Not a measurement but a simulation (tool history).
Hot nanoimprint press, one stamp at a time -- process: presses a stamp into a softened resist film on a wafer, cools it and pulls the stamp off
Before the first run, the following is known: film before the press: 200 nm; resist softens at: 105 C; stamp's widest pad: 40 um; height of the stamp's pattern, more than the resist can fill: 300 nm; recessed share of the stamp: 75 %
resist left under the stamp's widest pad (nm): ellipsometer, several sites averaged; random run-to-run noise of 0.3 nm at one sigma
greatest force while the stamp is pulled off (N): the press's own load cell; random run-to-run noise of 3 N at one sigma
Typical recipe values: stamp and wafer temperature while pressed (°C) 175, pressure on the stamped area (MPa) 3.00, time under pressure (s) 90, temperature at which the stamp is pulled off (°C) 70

run	day	stamp and wafer temperature while pressed (°C)	pressure on the stamped area (MPa)	time under pressure (s)	temperature at which the stamp is pulled off (°C)	resist left under the stamp's widest pad (nm)	greatest force while the stamp is pulled off (N)
1	0.000	175	3.00	90	70	119.4	146
2	1.296	175	3.00	90	70	119.6	138
3	3.408	175	3.00	90	70	119.5	137
4	4.883	175	3.00	90	70	120.4	140
5	7.692	175	3.00	90	70	120.1	141
6	9.683	175	3.00	90	70	120.0	137
7	10.988	175	2.38	90	70	133.1	146
8	13.683	175	2.38	90	70	132.6	143
# day 15.296: stamp cleaned and given a new release coat
9	15.296	175	2.38	90	70	132.7	144
10	17.354	175	2.38	90	70	133.1	139
11	19.321	175	3.00	90	70	120.6	140
12	21.421	175	3.00	90	70	120.8	144
13	24.071	175	3.00	99	70	117.6	139
14	26.658	175	3.00	83	70	122.8	136
# day 28.454: plate thermocouple calibrated
15	28.712	175	3.00	83	70	123.0	143
16	30.562	175	1.83	67	59	155.4	158
17	32.562	175	1.83	67	59	155.3	162
18	34.667	176	4.64	75	63	100.8	159
19	37.246	176	4.64	75	63	101.6	159
20	39.792	175	3.00	83	70	124.0	140
21	41.929	175	3.00	83	70	123.9	133
22	43.938	185	3.56	74	69	92.0	147
23	46.058	166	4.73	74	69	132.6	146
24	48.192	175	3.00	49	70	142.4	142
25	50.362	175	3.00	49	70	142.2	135

For run 26, what comes out?
26	52.833	175	2.22	74	68	?	?

resist left under the stamp's widest pad (nm): 144.5
greatest force while the stamp is pulled off (N): 145
With the hidden condition absent and the run-to-run variation left alone, this run would have shown resist left under the stamp's widest pad (nm) 142.4, greatest force while the stamp is pulled off (N) 144.

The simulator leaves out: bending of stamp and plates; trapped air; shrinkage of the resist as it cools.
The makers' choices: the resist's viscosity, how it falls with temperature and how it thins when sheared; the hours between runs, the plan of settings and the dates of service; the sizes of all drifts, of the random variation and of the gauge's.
